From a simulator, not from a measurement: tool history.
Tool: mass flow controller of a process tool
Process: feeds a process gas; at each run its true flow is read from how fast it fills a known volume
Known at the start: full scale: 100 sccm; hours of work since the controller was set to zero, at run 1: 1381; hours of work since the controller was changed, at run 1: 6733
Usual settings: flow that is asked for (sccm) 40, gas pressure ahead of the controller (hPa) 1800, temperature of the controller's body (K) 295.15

run     hour  flow that is asked for (sccm)  gas pressure ahead of the controller (hPa)  temperature of the controller's body (K)  hours of work since the controller was set to zero  hours of work since the controller was changed  true flow (%)
  1      0.0                             40                                        1800                                    295.15                                                1381                                            6733          98.49
  2    272.6                             40                                        1800                                    295.15                                                1502                                            6854          98.45
  3    462.7                             27                                        1800                                    295.15                                                1587                                            6938          98.37
  4    624.4                             27                                        1800                                    295.15                                                1658                                            7010          98.44
  5    989.9                             27                                        1800                                    295.15                                                1821                                            7172          98.57
  6   1186.6                             27                                        1800                                    295.15                                                1908                                            7259          98.55
  7   1444.4                             27                                        1800                                    295.15                                                2022                                            7374          98.70
  8   1664.0                             40                                        1800                                    307.15                                                2120                                            7471          98.87
  9   1917.6                             40                                        1800                                    307.15                                                2233                                            7584          98.83
 10   2142.5                             40                                        1800                                    307.15                                                2332                                            7684          99.00
 11   2370.4                             40                                        1800                                    307.15                                                2434                                            7785          99.10
 12   2580.4                             40                                        1800                                    296.15                                                2527                                            7878          99.35
 13   2901.4                             40                                        1800                                    296.15                                                2669                                            8021          99.42
 14   3198.8                             40                                        1800                                    296.15                                                2802                                            8153          99.55
 15   3385.0                             40                                        1800                                    295.15                                                2884                                            8236          99.59
 16   3759.3                             40                                        1800                                    295.15                                                3050                                            8402          99.62
 17   4148.8                             40                                        1800                                    295.15                                                3223                                            8575         100.02
 18   4469.1                             40                                        1800                                    295.15                                                3366                                            8717          99.97
 19   4847.2                             40                                        1800                                    295.15                                                3534                                            8885         100.17
 20   5176.2                             40                                        1800                                    295.15                                                3680                                            9031         100.32
 21   5395.2                             40                                        1800                                    295.15                                                3777                                            9128         100.30
 22   5591.8                             40                                        1800                                    295.15                                                3864                                            9216         100.41
 23   5866.2                             40                                        1830                                    295.15                                                3986                                            9338         100.38
 24   6099.8                             40                                        1830                                    295.15                                                4090                                            9441         100.50
 25   6319.5                             12                                        1670                                    295.15                                                4187                                            9539          99.83
 26   6622.0                             96                                        2600                                    309.15                                                4322                                            9673         102.11
 27   6786.3                             96                                        2600                                    309.15                                                4395                                            9746         102.15
      7120.7  -- gauge calibrated
 28   7158.2                             45                                        2320                                    312.15                                                4560                                            9911          98.55
 29   7403.6                             80                                        1720                                    298.15                                                4669                                           10020          99.47
 30   7689.0                             80                                        1720                                    304.15                                                4796                                           10147          99.38
 31   7986.8                             82                                        2210                                    296.15                                                4928                                           10279          99.94
 32   8347.0                            100                                        2170                                    309.15                                                5088                                           10439         100.23
      8364.4  -- controller's zero set anew
 33   8536.4                            100                                        2170                                    309.15                                                  76                                           10523         100.24
 34   8831.5                            100                                        2340                                    295.15                                                 207                                           10654         100.72
 35   9049.4                             40                                        1630                                    295.15                                                 304                                           10751          99.09
 36   9270.3                             40                                        2030                                    296.15                                                 402                                           10849          99.20
 37   9654.6                             34                                        1490                                    306.15                                                 573                                           11020          99.03
 38   9938.5                             34                                        1490                                    306.15                                                 699                                           11146          98.89
 39  10158.3                             13                                        2620                                    309.15                                                 797                                           11243          98.86
 40  10367.3                             13                                        2620                                    309.15                                                 889                                           11336          98.90
 41  10702.3                             40                                        1800                                    303.15                                                1038                                           11485          99.58
 42  11055.7                             84                                        1800                                    301.15                                                1195                                           11642         100.71
 43  11239.7                             84                                        1800                                    301.15                                                1277                                           11724         100.86
 44  11553.7                             13                                        1660                                    295.15                                                1416                                           11863          99.25
     11647.5  -- gauge calibrated
 45  11797.3                             12                                        1800                                    295.15                                                1525                                           11971          97.89
 46  12092.8                             12                                        1630                                    306.15                                                1656                                           12102          97.57
 47  12264.9                             88                                        2270                                    306.15                                                1732                                           12179          99.72

Forecast each of these 4 alternatives for the next run:
  A  12576.4                             37                                        2270                                    306.15                                                1870                                           12317              ?
  B  12576.4                             43                                        2270                                    306.15                                                1870                                           12317              ?
  C  12576.4                             35                                        1760                                    306.15                                                1870                                           12317              ?
  D  12576.4                             88                                        2270                                    308.15                                                1870                                           12317              ?

run  true flow (%)
  A          98.60
  B          98.80
  C          98.50
  D          99.77
Without the tool's hidden state the same runs would have given:
run  true flow (%)
  A          98.30
  B          98.50
  C          98.21
  D          99.47

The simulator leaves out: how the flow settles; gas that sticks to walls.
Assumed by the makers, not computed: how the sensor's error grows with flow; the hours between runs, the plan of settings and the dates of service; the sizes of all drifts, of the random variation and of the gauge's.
